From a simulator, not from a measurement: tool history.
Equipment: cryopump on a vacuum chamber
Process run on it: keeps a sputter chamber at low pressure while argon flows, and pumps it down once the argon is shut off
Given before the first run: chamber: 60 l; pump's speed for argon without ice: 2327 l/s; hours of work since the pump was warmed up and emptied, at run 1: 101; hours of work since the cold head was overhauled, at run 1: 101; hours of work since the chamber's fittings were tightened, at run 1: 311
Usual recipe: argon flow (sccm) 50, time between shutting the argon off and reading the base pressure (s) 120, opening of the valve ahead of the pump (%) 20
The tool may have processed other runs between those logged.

run	day	argon flow (sccm)	time between shutting the argon off and reading the base pressure (s)	opening of the valve ahead of the pump (%)	hours of work since the pump was warmed up and emptied	hours of work since the cold head was overhauled	hours of work since the chamber's fittings were tightened	pressure while argon flows (Pa)	pressure after the wait (uPa)
1	0.000	50	120	20	101	101	311	0.1836	0.86
2	0.271	50	120	20	107	107	317	0.1861	0.90
3	0.692	50	120	20	115	115	325	0.1868	0.93
4	0.971	50	120	20	121	121	331	0.1858	0.89
5	1.346	50	120	20	128	128	338	0.1848	0.93
6	1.988	50	120	20	141	141	351	0.1846	0.95
7	2.604	50	120	20	153	153	364	0.1850	0.93
8	2.975	50	120	20	161	161	371	0.1855	0.93
9	3.608	50	120	20	174	174	384	0.1867	0.97
10	4.162	50	20	20	185	185	395	0.1854	3.53
11	4.529	50	20	20	192	192	402	0.1868	3.66
12	4.888	50	20	20	199	199	410	0.1876	3.51
13	5.396	50	20	20	209	209	420	0.1863	3.57
14	5.796	50	20	20	218	218	428	0.1872	3.51
15	6.392	50	20	20	229	229	440	0.1870	3.55
16	6.867	50	20	20	239	239	449	0.1872	3.61
17	7.396	50	20	26	250	250	460	0.1461	3.71
18	7.717	99	120	18	256	256	466	0.4139	1.09
19	8.300	94	88	40	268	268	478	0.1826	1.26
20	8.842	40	88	36	279	279	489	0.0852	1.30
21	9.242	40	32	36	287	287	497	0.0861	2.49
22	9.654	33	32	36	295	295	505	0.0719	2.54
23	10.242	31	120	44	307	307	517	0.0568	1.14
24	10.738	31	120	44	317	317	527	0.0566	1.14
25	11.033	32	29	25	323	323	533	0.0980	2.77
26	11.350	32	29	25	329	329	539	0.0999	2.76
27	11.808	65	120	20	338	338	549	0.2481	1.19
28	12.421	50	72	20	351	351	561	0.1900	1.51
29	13.050	50	72	20	363	363	573	0.1908	1.54

Selected run-to-run steps in pressure while argon flows (Pa), each split into two signed amounts: the part the tool would show with no hidden state at all (from settings, incoming material and random variation), and the remainder, which goes to the hidden state together with any gauge scatter not common to the measured and the hidden-state-free results:
Hidden state present: pump's speed, % of a pump's without ice; cold plate's temperature, K; leak into the chamber, uPa l/s; drift of the gauge itself on working_pa, %; drift of the gauge itself on base_upa, %.
Run 17 -> 18: argon flow (sccm) 50 -> 99, time between shutting the argon off and reading the base pressure (s) 20 -> 120, opening of the valve ahead of the pump (%) 26 -> 18. pressure while argon flows (Pa) +0.2678: hidden state +0.0067, all else +0.2611.
Run 18 -> 19: argon flow (sccm) 99 -> 94, time between shutting the argon off and reading the base pressure (s) 120 -> 88, opening of the valve ahead of the pump (%) 18 -> 40. pressure while argon flows (Pa) -0.2313: hidden state -0.0003, all else -0.2310.
Run 19 -> 20: argon flow (sccm) 94 -> 40, opening of the valve ahead of the pump (%) 40 -> 36. pressure while argon flows (Pa) -0.0974: hidden state -0.0072, all else -0.0902.

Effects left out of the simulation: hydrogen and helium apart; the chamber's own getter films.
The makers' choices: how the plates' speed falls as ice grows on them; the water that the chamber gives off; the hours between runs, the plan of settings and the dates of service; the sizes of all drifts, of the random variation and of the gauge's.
